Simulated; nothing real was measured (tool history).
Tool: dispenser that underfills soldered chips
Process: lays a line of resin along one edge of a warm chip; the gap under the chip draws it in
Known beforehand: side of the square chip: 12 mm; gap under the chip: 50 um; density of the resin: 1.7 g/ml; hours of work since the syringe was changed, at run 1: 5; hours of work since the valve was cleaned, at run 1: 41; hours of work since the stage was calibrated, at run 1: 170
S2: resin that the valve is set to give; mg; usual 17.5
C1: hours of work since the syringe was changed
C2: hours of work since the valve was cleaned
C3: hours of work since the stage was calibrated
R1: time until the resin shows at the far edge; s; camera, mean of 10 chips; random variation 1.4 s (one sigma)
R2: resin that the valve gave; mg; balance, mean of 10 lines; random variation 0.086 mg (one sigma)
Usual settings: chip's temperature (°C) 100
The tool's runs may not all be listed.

run 1 hour=0.0 | chip's_temperature_(°C)=100 S2=17.5 | C1=5 C2=41 C3=170 | R1=186.5 R2=17.09
-- hour=2.3 new syringe of resin
run 2 hour=8.1 | chip's_temperature_(°C)=100 S2=17.5 | C1=4 C2=47 C3=176 | R1=173.4 R2=16.79
-- hour=11.3 new syringe of resin
run 3 hour=19.0 | chip's_temperature_(°C)=100 S2=17.5 | C1=6 C2=56 C3=184 | R1=195.4 R2=16.74
-- hour=20.9 new syringe of resin
-- hour=29.8 new syringe of resin
run 4 hour=30.8 | chip's_temperature_(°C)=100 S2=17.5 | C1=1 C2=64 C3=193 | R1=136.1 R2=16.69
run 5 hour=37.5 | chip's_temperature_(°C)=100 S2=17.5 | C1=6 C2=69 C3=198 | R1=199.9 R2=16.66
-- hour=39.4 new syringe of resin
run 6 hour=44.0 | chip's_temperature_(°C)=100 S2=18.5 | C1=4 C2=74 C3=203 | R1=165.2 R2=17.49
-- hour=48.9 new syringe of resin
run 7 hour=52.2 | chip's_temperature_(°C)=100 S2=18.5 | C1=2 C2=80 C3=209 | R1=153.4 R2=17.48
-- hour=58.2 new syringe of resin
run 8 hour=60.5 | chip's_temperature_(°C)=100 S2=18.5 | C1=2 C2=86 C3=215 | R1=140.1 R2=17.48
run 9 hour=65.7 | chip's_temperature_(°C)=100 S2=18.5 | C1=6 C2=90 C3=219 | R1=188.1 R2=17.36
-- hour=67.9 new syringe of resin
run 10 hour=74.1 | chip's_temperature_(°C)=100 S2=17.5 | C1=5 C2=97 C3=225 | R1=187.8 R2=16.45
-- hour=76.9 new syringe of resin
run 11 hour=79.3 | chip's_temperature_(°C)=100 S2=17.5 | C1=2 C2=100 C3=229 | R1=148.3 R2=16.37
-- hour=86.3 new syringe of resin
run 12 hour=90.2 | chip's_temperature_(°C)=100 S2=17.5 | C1=3 C2=108 C3=237 | R1=157.2 R2=16.26
-- hour=95.4 new syringe of resin
run 13 hour=96.5 | chip's_temperature_(°C)=100 S2=17.5 | C1=1 C2=113 C3=242 | R1=134.6 R2=16.32
run 14 hour=101.9 | chip's_temperature_(°C)=100 S2=17.5 | C1=5 C2=117 C3=246 | R1=179.5 R2=16.26
-- hour=104.7 new syringe of resin
run 15 hour=109.7 | chip's_temperature_(°C)=100 S2=17.5 | C1=4 C2=123 C3=252 | R1=169.3 R2=16.00
-- hour=114.4 new syringe of resin
run 16 hour=116.0 | chip's_temperature_(°C)=90 S2=17.4 | C1=1 C2=128 C3=256 | R1=194.3 R2=15.88
-- hour=124.1 new syringe of resin
run 17 hour=125.1 | chip's_temperature_(°C)=87 S2=18.0 | C1=1 C2=134 C3=263 | R1=203.2 R2=16.36
-- hour=131.8 dispensing valve cleaned and set on the balance
-- hour=134.3 new syringe of resin
run 18 hour=134.9 | chip's_temperature_(°C)=87 S2=18.0 | C1=0 C2=2 C3=269 | R1=196.3 R2=17.85
run 19 hour=140.3 | chip's_temperature_(°C)=87 S2=18.0 | C1=5 C2=6 C3=274 | R1=261.9 R2=17.83
-- hour=143.4 new syringe of resin
run 20 hour=147.4 | chip's_temperature_(°C)=100 S2=20.0 | C1=3 C2=12 C3=279 | R1=151.1 R2=19.81
-- hour=152.5 new syringe of resin
run 21 hour=154.2 | chip's_temperature_(°C)=97 S2=17.5 | C1=1 C2=17 C3=284 | R1=149.3 R2=17.23
run 22 hour=159.1 | chip's_temperature_(°C)=98 S2=15.4 | C1=5 C2=20 C3=288 | R1=195.3 R2=15.15
-- hour=161.9 new syringe of resin
run 23 hour=167.8 | chip's_temperature_(°C)=98 S2=16.6 | C1=4 C2=27 C3=294 | R1=187.9 R2=16.31
-- hour=171.5 new syringe of resin
run 24 hour=173.6 | chip's_temperature_(°C)=98 S2=16.6 | C1=2 C2=31 C3=298 | R1=153.0 R2=16.22
-- hour=180.7 new syringe of resin
run 25 hour=181.7 | chip's_temperature_(°C)=89 S2=15.7 | C1=1 C2=37 C3=304 | R1=190.9 R2=15.21
run 26 hour=186.4 | chip's_temperature_(°C)=102 S2=17.8 | C1=4 C2=41 C3=308 | R1=161.3 R2=17.28
-- hour=190.2 new syringe of resin
run 27 hour=191.5 | chip's_temperature_(°C)=95 S2=18.7 | C1=1 C2=44 C3=312 | R1=154.5 R2=18.09

Across each entry between runs, compare the hidden state at the last listed run before it with the hidden state at the first listed run after it:
From run 1 to run 2: new syringe of resin (hour 2.3)
  resin's viscosity, % of fresh resin's: 144.6 -> 134.1; dose that the valve gives, % of what is set: 97.29 -> 96.89; true chip temperature over the reading, C: 0.94 -> 0.98
  measured result minus the result with no hidden state, R1: +54.5 -> +41.1 s; R2: -0.47 -> -0.54 mg
From run 2 to run 3: new syringe of resin (hour 11.3)
  resin's viscosity, % of fresh resin's: 134.1 -> 152; dose that the valve gives, % of what is set: 96.89 -> 96.34; true chip temperature over the reading, C: 0.98 -> 1.02
  measured result minus the result with no hidden state, R1: +41.1 -> +63.9 s; R2: -0.54 -> -0.64 mg
From run 3 to run 4: new syringe of resin (hour 20.9); new syringe of resin (hour 29.8)
  resin's viscosity, % of fresh resin's: 152 -> 106.2; dose that the valve gives, % of what is set: 96.34 -> 95.76; true chip temperature over the reading, C: 1.02 -> 1.06
  measured result minus the result with no hidden state, R1: +63.9 -> +5.0 s; R2: -0.64 -> -0.74 mg
From run 5 to run 6: new syringe of resin (hour 39.4)
  resin's viscosity, % of fresh resin's: 152.3 -> 127.6; dose that the valve gives, % of what is set: 95.41 -> 95.12; true chip temperature over the reading, C: 1.09 -> 1.12
  measured result minus the result with no hidden state, R1: +65.7 -> +32.3 s; R2: -0.81 -> -0.90 mg
From run 6 to run 7: new syringe of resin (hour 48.9)
  resin's viscosity, % of fresh resin's: 127.6 -> 120.6; dose that the valve gives, % of what is set: 95.12 -> 94.72; true chip temperature over the reading, C: 1.12 -> 1.15
  measured result minus the result with no hidden state, R1: +32.3 -> +22.9 s; R2: -0.90 -> -0.97 mg
From run 7 to run 8: new syringe of resin (hour 58.2)
  resin's viscosity, % of fresh resin's: 120.6 -> 110.9; dose that the valve gives, % of what is set: 94.72 -> 94.33; true chip temperature over the reading, C: 1.15 -> 1.19
  measured result minus the result with no hidden state, R1: +22.9 -> +10.5 s; R2: -0.97 -> -1.05 mg
From run 9 to run 10: new syringe of resin (hour 67.9)
  resin's viscosity, % of fresh resin's: 146.4 -> 142.3; dose that the valve gives, % of what is set: 94.08 -> 93.68; true chip temperature over the reading, C: 1.21 -> 1.24
  measured result minus the result with no hidden state, R1: +56.1 -> +52.7 s; R2: -1.08 -> -1.11 mg
From run 10 to run 11: new syringe of resin (hour 76.9)
  resin's viscosity, % of fresh resin's: 142.3 -> 115.3; dose that the valve gives, % of what is set: 93.68 -> 93.42; true chip temperature over the reading, C: 1.24 -> 1.26
  measured result minus the result with no hidden state, R1: +52.7 -> +16.7 s; R2: -1.11 -> -1.16 mg
From run 11 to run 12: new syringe of resin (hour 86.3)
  resin's viscosity, % of fresh resin's: 115.3 -> 122.5; dose that the valve gives, % of what is set: 93.42 -> 92.85; true chip temperature over the reading, C: 1.26 -> 1.31
  measured result minus the result with no hidden state, R1: +16.7 -> +26.0 s; R2: -1.16 -> -1.26 mg
From run 12 to run 13: new syringe of resin (hour 95.4)
  resin's viscosity, % of fresh resin's: 122.5 -> 105; dose that the valve gives, % of what is set: 92.85 -> 92.57; true chip temperature over the reading, C: 1.31 -> 1.33
  measured result minus the result with no hidden state, R1: +26.0 -> +3.5 s; R2: -1.26 -> -1.30 mg
From run 14 to run 15: new syringe of resin (hour 104.7)
  resin's viscosity, % of fresh resin's: 140.1 -> 132.1; dose that the valve gives, % of what is set: 92.27 -> 91.92; true chip temperature over the reading, C: 1.36 -> 1.39
  measured result minus the result with no hidden state, R1: +48.5 -> +38.2 s; R2: -1.36 -> -1.40 mg
From run 15 to run 16: new syringe of resin (hour 114.4)
  resin's viscosity, % of fresh resin's: 132.1 -> 109.1; dose that the valve gives, % of what is set: 91.92 -> 91.59; true chip temperature over the reading, C: 1.39 -> 1.41
  measured result minus the result with no hidden state, R1: +38.2 -> +12.0 s; R2: -1.40 -> -1.47 mg
From run 16 to run 17: new syringe of resin (hour 124.1)
  resin's viscosity, % of fresh resin's: 109.1 -> 105.3; dose that the valve gives, % of what is set: 91.59 -> 91.15; true chip temperature over the reading, C: 1.41 -> 1.45
  measured result minus the result with no hidden state, R1: +12.0 -> +4.9 s; R2: -1.47 -> -1.59 mg
From run 17 to run 18: dispensing valve cleaned and set on the balance (hour 131.8); new syringe of resin (hour 134.3)
  resin's viscosity, % of fresh resin's: 105.3 -> 104.6; dose that the valve gives, % of what is set: 91.15 -> 99.46; true chip temperature over the reading, C: 1.45 -> 1.48
  measured result minus the result with no hidden state, R1: +4.9 -> -0.5 s; R2: -1.59 -> -0.10 mg
From run 19 to run 20: new syringe of resin (hour 143.4)
  resin's viscosity, % of fresh resin's: 139 -> 122.4; dose that the valve gives, % of what is set: 99.21 -> 98.83; true chip temperature over the reading, C: 1.5 -> 1.53
  measured result minus the result with no hidden state, R1: +64.4 -> +22.0 s; R2: -0.14 -> -0.24 mg
From run 20 to run 21: new syringe of resin (hour 152.5)
  resin's viscosity, % of fresh resin's: 122.4 -> 108.4; dose that the valve gives, % of what is set: 98.83 -> 98.48; true chip temperature over the reading, C: 1.53 -> 1.56
  measured result minus the result with no hidden state, R1: +22.0 -> +5.2 s; R2: -0.24 -> -0.27 mg
From run 22 to run 23: new syringe of resin (hour 161.9)
  resin's viscosity, % of fresh resin's: 141.1 -> 138.2; dose that the valve gives, % of what is set: 98.2 -> 97.78; true chip temperature over the reading, C: 1.58 -> 1.61
  measured result minus the result with no hidden state, R1: +51.0 -> +45.9 s; R2: -0.28 -> -0.37 mg
From run 23 to run 24: new syringe of resin (hour 171.5)
  resin's viscosity, % of fresh resin's: 138.2 -> 112; dose that the valve gives, % of what is set: 97.78 -> 97.5; true chip temperature over the reading, C: 1.61 -> 1.64
  measured result minus the result with no hidden state, R1: +45.9 -> +10.4 s; R2: -0.37 -> -0.42 mg
From run 24 to run 25: new syringe of resin (hour 180.7)
  resin's viscosity, % of fresh resin's: 112 -> 105; dose that the valve gives, % of what is set: 97.5 -> 97.11; true chip temperature over the reading, C: 1.64 -> 1.67
  measured result minus the result with no hidden state, R1: +10.4 -> +0.9 s; R2: -0.42 -> -0.46 mg
From run 26 to run 27: new syringe of resin (hour 190.2)
  resin's viscosity, % of fresh resin's: 134.9 -> 106.7; dose that the valve gives, % of what is set: 96.85 -> 96.61; true chip temperature over the reading, C: 1.68 -> 1.7
  measured result minus the result with no hidden state, R1: +36.3 -> +2.6 s; R2: -0.56 -> -0.63 mg
